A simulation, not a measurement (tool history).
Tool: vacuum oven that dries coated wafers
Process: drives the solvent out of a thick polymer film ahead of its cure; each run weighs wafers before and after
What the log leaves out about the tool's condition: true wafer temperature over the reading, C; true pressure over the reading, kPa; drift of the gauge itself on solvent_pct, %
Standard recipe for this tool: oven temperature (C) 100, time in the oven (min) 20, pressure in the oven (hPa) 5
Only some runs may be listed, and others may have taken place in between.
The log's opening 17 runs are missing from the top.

run     day  oven temperature (C)  time in the oven (min)  pressure in the oven (hPa)  hours of work since the thermocouples were calibrated  hours of work since the vacuum gauge was cleaned of residue  solvent left in the film (%)
 18  11.038                   100                      20                       11.01                                                    621                                                          807                          2.17
 19  11.708                   100                      20                       11.01                                                    634                                                          819                          2.12
 20  12.538                   100                      20                       11.01                                                    649                                                          834                          2.17
 21  13.421                   100                      20                       11.01                                                    665                                                          850                          2.21
 22    13.9                    98                      20                       11.01                                                    673                                                          859                          2.58
 23  14.467                    98                      20                       11.01                                                    684                                                          869                          2.57
 24  15.012                    98                      20                       11.01                                                    694                                                          879                           2.5
 25  15.567                    87                      21                       13.93                                                    704                                                          889                          6.14
 26    16.5                    87                      21                       13.93                                                    721                                                          906                          6.17
 27  17.375                   110                      34                        6.17                                                    737                                                          922                          0.76
 28  18.192                   100                      20                       10.82                                                    752                                                          937                          2.26
 29  19.025                    87                      26                       15.91                                                    767                                                          952                          5.62
 30  19.954                    96                      26                       16.43                                                    784                                                          969                          3.11
 31  20.788                    96                      26                       16.43                                                    799                                                          984                          3.26
 32  21.679                   100                      35                        2.78                                                    815                                                         1000                          0.82
 33  22.608                   104                      24                        8.72                                                    832                                                         1017                          1.35
 34  23.525                    99                      20                           5                                                    849                                                         1034                          1.79
 35  24.088                   100                      20                        4.92                                                    859                                                         1044                          1.63
 36  24.908                   100                      20                        4.92                                                    874                                                         1059                          1.64
 37  25.817                   100                      14                        4.38                                                    890                                                         1076                          2.53
 38  26.521                   100                      14                        4.38                                                    903                                                         1089                          2.57
 39  27.108                   101                      20                        7.34                                                    914                                                         1099                          1.69
 40  27.679                    89                      14                       14.66                                                    924                                                         1110                          7.55
 41  28.233                    89                      28                        2.68                                                    934                                                         1120                          2.78

5 options for the next run, each taken on its own from the tool as it stands now. Forecast them:
  A  29.062                   100                      10                           5                                                    949                                                         1135                             ?
  B  29.062                    95                      18                       11.78                                                    949                                                         1135                             ?
  C  29.062                    93                      28                       14.14                                                    949                                                         1135                             ?
  D  29.062                    88                      10                         3.7                                                    949                                                         1135                             ?
  E  29.062                    97                      28                        2.68                                                    949                                                         1135                             ?

run  solvent left in the film (%)
  A                          4.04
  B                          3.91
  C                          3.49
  D                          8.37
  E                          1.26
The same runs, with their run-to-run variation unchanged, on a tool lacking any hidden condition would have given:
run  solvent left in the film (%)
  A                          3.39
  B                          3.17
  C                          2.73
  D                          7.61
  E                          0.65
